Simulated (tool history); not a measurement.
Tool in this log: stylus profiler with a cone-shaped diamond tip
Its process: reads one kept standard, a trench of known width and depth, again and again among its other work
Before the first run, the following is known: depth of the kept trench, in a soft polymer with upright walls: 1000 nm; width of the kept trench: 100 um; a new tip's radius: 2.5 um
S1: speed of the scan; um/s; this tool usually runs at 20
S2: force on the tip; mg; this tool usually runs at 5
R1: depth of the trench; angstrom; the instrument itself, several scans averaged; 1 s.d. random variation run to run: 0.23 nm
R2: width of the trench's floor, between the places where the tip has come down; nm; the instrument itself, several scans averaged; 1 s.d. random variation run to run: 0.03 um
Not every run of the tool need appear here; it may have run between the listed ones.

{"run": 1, "day": 0.0, "S1": 20, "S2": 5, "R1": 10081.7, "R2": 94560}
{"run": 2, "day": 1.079, "S1": 20, "S2": 5, "R1": 10076.9, "R2": 94520}
{"run": 3, "day": 2.467, "S1": 7, "S2": 5, "R1": 10073.9, "R2": 94610}
{"run": 4, "day": 5.133, "S1": 10, "S2": 5, "R1": 10079.8, "R2": 94460}
{"run": 5, "day": 6.925, "S1": 10, "S2": 5, "R1": 10075.3, "R2": 94460}
{"run": 6, "day": 8.192, "S1": 10, "S2": 5, "R1": 10073.3, "R2": 94440}
{"run": 7, "day": 9.921, "S1": 20, "S2": 5, "R1": 10075.9, "R2": 94380}
{"run": 8, "day": 12.129, "S1": 23, "S2": 5, "R1": 10074.8, "R2": 94370}
{"run": 9, "day": 14.488, "S1": 40, "S2": 6.33, "R1": 10094.7, "R2": 94270}
{"run": 10, "day": 16.517, "S1": 69, "S2": 5.58, "R1": 10081, "R2": 94100}
{"run": 11, "day": 18.346, "S1": 34, "S2": 8.68, "R1": 10122, "R2": 94230}
{"run": 12, "day": 19.792, "S1": 34, "S2": 8.68, "R1": 10127.1, "R2": 94320}
{"run": 13, "day": 21.521, "S1": 78, "S2": 6.19, "R1": 10092.2, "R2": 94080}
{"run": 14, "day": 23.517, "S1": 80, "S2": 13.68, "R1": 10178.8, "R2": 94130}
{"run": 15, "day": 25.717, "S1": 12, "S2": 5, "R1": 10065.1, "R2": 94200}

Pick out some run-to-run changes in R1. Of each, how much would a tool without hidden state show as well, from the settings, what came in and chance, and how much is left for the hidden state and any gauge scatter not in both results compared?
The hidden state here: radius of the tip, um; height scale over the true one, %; drift of the gauge itself on depth_nm, %; drift of the gauge itself on floor_um, %.
Run 13 -> 14: S1 78 -> 80, S2 6.19 -> 13.68. R1 +86.6 angstrom: hidden state -1.3, all else +87.9.
Run 14 -> 15: S1 80 -> 12, S2 13.68 -> 5. R1 -113.7 angstrom: hidden state -0.4, all else -113.3.
